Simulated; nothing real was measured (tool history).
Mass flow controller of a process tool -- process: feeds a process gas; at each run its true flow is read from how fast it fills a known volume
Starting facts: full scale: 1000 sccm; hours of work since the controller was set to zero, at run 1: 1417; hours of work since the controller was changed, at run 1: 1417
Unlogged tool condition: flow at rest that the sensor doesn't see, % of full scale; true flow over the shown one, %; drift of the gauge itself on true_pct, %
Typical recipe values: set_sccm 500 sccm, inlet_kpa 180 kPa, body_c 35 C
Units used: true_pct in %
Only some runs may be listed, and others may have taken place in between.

run	hour	set_sccm	inlet_kpa	body_c	hours of work since the controller was set to zero	hours of work since the controller was changed	true_pct
1	0	500	180	35	1417	1417	99.36
2	35.1	500	180	35	1444	1444	99.36
3	96.1	574	180	35	1492	1492	99.64
4	179.4	500	270	35	1557	1557	99.7
5	227.3	500	180	35	1594	1594	99.43
6	261.4	500	180	26	1620	1620	98.96
7	298.2	500	180	26	1649	1649	99.01
8	355.1	500	180	26	1693	1693	98.93
9	423.6	500	180	26	1747	1747	98.97
10	498.1	500	180	26	1805	1805	98.93
11	557.1	500	180	26	1851	1851	99.05
12	616	500	180	26	1897	1897	99.02
13	680.4	500	180	35	1947	1947	99.45
14	718.9	500	180	35	1977	1977	99.2
15	795.8	500	180	35	2037	2037	99.33
16	851.6	500	180	35	2080	2080	99.43
17	886.8	845	203	32	2107	2107	100.13
# hour 894.7: controller's zero set anew
18	921.8	730	180	35	21	2134	99.86
19	996.7	730	180	35	79	2193	99.83
20	1078.6	730	180	35	143	2256	99.8
21	1139.2	618	180	35	190	2304	99.48
22	1215.7	618	180	35	250	2363	99.44
# hour 1220.9: controller's zero set anew, once more
23	1285.7	476	180	28	51	2417	99.85
24	1324.9	476	180	28	81	2448	99.77
25	1397.3	500	180	30	137	2504	99.98
26	1472.9	500	154	37	196	2563	100.06
27	1532.2	820	264	37	242	2609	100.91
28	1614.7	820	264	37	307	2674	100.9

Here are 4 independent what-if runs from the current tool condition. What would each one return?
A	1685.2	423	180	35	362	2728	?
B	1685.2	242	143	35	362	2728	?
C	1685.2	147	232	37	362	2728	?
D	1685.2	820	264	33	362	2728	?

run	true_pct
A	99.84
B	99.37
C	99.47
D	100.79
Take away the tool's hidden state, keep each run's random variation, and the runs would have read:
run	true_pct
A	99.26
B	98.9
C	99.16
D	100.14
